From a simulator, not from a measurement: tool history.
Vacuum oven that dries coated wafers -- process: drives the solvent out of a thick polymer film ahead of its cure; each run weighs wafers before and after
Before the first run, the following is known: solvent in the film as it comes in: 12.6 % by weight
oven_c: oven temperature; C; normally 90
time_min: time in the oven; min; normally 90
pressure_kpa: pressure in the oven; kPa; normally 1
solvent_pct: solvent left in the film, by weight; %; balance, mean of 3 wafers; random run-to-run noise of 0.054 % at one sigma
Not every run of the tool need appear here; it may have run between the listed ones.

{"run": 1, "day": 0.0, "oven_c": 90, "time_min": 90, "pressure_kpa": 1, "solvent_pct": 2.66}
{"run": 2, "day": 1.825, "oven_c": 90, "time_min": 90, "pressure_kpa": 1, "solvent_pct": 2.63}
{"run": 3, "day": 3.288, "oven_c": 90, "time_min": 90, "pressure_kpa": 1, "solvent_pct": 2.61}
{"run": 4, "day": 4.496, "oven_c": 90, "time_min": 90, "pressure_kpa": 1, "solvent_pct": 2.62}
{"run": 5, "day": 6.133, "oven_c": 90, "time_min": 90, "pressure_kpa": 1, "solvent_pct": 2.55}
{"run": 6, "day": 7.65, "oven_c": 90, "time_min": 90, "pressure_kpa": 1, "solvent_pct": 2.71}
{"run": 7, "day": 9.221, "oven_c": 90, "time_min": 90, "pressure_kpa": 1, "solvent_pct": 2.65}
{"run": 8, "day": 11.308, "oven_c": 84, "time_min": 76, "pressure_kpa": 1, "solvent_pct": 4.88}
{"run": 9, "day": 12.408, "oven_c": 81, "time_min": 76, "pressure_kpa": 1, "solvent_pct": 5.7}
{"day": 12.588, "done": "vacuum gauge cleaned of residue and calibrated"}
{"run": 10, "day": 13.875, "oven_c": 81, "time_min": 76, "pressure_kpa": 2.32, "solvent_pct": 7.46}
{"run": 11, "day": 16.154, "oven_c": 84, "time_min": 142, "pressure_kpa": 3.57, "solvent_pct": 6.73}
{"day": 16.942, "done": "vacuum gauge cleaned of residue and calibrated, once more"}
{"run": 12, "day": 18.85, "oven_c": 100, "time_min": 90, "pressure_kpa": 3.83, "solvent_pct": 3.27}
{"run": 13, "day": 20.696, "oven_c": 90, "time_min": 87, "pressure_kpa": 0.64, "solvent_pct": 2.32}

Consider 4 possible next runs. They are alternatives, not a sequence: every one starts from the tool as it was left by run 13. What does each give?
{"run": "A", "day": 22.725, "oven_c": 90, "time_min": 90, "pressure_kpa": 1, "solvent_pct": "?"}
{"run": "B", "day": 22.725, "oven_c": 90, "time_min": 87, "pressure_kpa": 1.45, "solvent_pct": "?"}
{"run": "C", "day": 22.725, "oven_c": 83, "time_min": 124, "pressure_kpa": 0.64, "solvent_pct": "?"}
{"run": "D", "day": 22.725, "oven_c": 86, "time_min": 67, "pressure_kpa": 3.19, "solvent_pct": "?"}

run=A solvent_pct=2.43
run=B solvent_pct=3.19
run=C solvent_pct=3.02
run=D solvent_pct=6.8
Stripped of hidden state, with their random variation kept, the same runs would have yielded:
run=A solvent_pct=2
run=B solvent_pct=2.73
run=C solvent_pct=2.51
run=D solvent_pct=6.21
